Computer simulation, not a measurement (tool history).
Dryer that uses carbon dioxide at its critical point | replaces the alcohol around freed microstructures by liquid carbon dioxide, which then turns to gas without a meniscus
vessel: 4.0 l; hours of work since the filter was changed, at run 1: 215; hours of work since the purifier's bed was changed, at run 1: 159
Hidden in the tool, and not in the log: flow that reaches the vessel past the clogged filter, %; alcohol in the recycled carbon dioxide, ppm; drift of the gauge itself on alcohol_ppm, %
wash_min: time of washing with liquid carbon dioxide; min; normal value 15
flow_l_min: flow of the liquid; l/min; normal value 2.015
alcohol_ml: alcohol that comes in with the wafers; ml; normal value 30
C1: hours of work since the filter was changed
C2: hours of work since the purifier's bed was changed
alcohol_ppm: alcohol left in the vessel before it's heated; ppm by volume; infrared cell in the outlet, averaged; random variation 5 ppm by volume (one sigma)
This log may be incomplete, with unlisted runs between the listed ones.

Run 1, hour 0: usual settings; C1 215; C2 159. Result: alcohol_ppm 58 ppm by volume.
Run 2, hour 14.4: usual settings; C1 221; C2 166. Result: alcohol_ppm 55 ppm by volume.
Run 3, hour 36.4: usual settings; C1 232; C2 176. Result: alcohol_ppm 54 ppm by volume.
Run 4, hour 48.2: usual settings; C1 237; C2 182. Result: alcohol_ppm 59 ppm by volume.
Run 5, hour 76.4: usual settings but flow_l_min 2.68 l/min; C1 251; C2 195. Result: alcohol_ppm 56 ppm by volume.
Run 6, hour 97.6: usual settings but flow_l_min 2.68 l/min; C1 261; C2 205. Result: alcohol_ppm 62 ppm by volume.
At hour 104.9: inlet filter changed.
Run 7, hour 120.7: usual settings but wash_min 17 min, alcohol_ml 108 ml; C1 7; C2 216. Result: alcohol_ppm 58 ppm by volume.
Run 8, hour 145.9: usual settings but wash_min 17 min, alcohol_ml 108 ml; C1 19; C2 228. Result: alcohol_ppm 72 ppm by volume.
Run 9, hour 171.1: usual settings but wash_min 17 min, alcohol_ml 108 ml; C1 31; C2 239. Result: alcohol_ppm 79 ppm by volume.
Run 10, hour 183.2: usual settings but flow_l_min 2.69 l/min; C1 37; C2 245. Result: alcohol_ppm 70 ppm by volume.
Run 11, hour 210.2: usual settings but flow_l_min 3.27 l/min, alcohol_ml 31 ml; C1 50; C2 258. Result: alcohol_ppm 62 ppm by volume.
Run 12, hour 237.7: usual settings but wash_min 21 min, flow_l_min 3.27 l/min, alcohol_ml 114 ml; C1 63; C2 271. Result: alcohol_ppm 71 ppm by volume.

Selected run-to-run steps in alcohol_ppm, each split into two signed amounts: the part the tool would show with no hidden state at all (from settings, incoming material and random variation), and the remainder, which goes to the hidden state together with any gauge scatter not common to the measured and the hidden-state-free results:
Run 5 -> 6: settings left as they were, no log entry in between. alcohol_ppm +6 ppm by volume: hidden state +6, all else +0.
Run 7 -> 8: settings left as they were, no log entry in between. alcohol_ppm +14 ppm by volume: hidden state +6, all else +8.

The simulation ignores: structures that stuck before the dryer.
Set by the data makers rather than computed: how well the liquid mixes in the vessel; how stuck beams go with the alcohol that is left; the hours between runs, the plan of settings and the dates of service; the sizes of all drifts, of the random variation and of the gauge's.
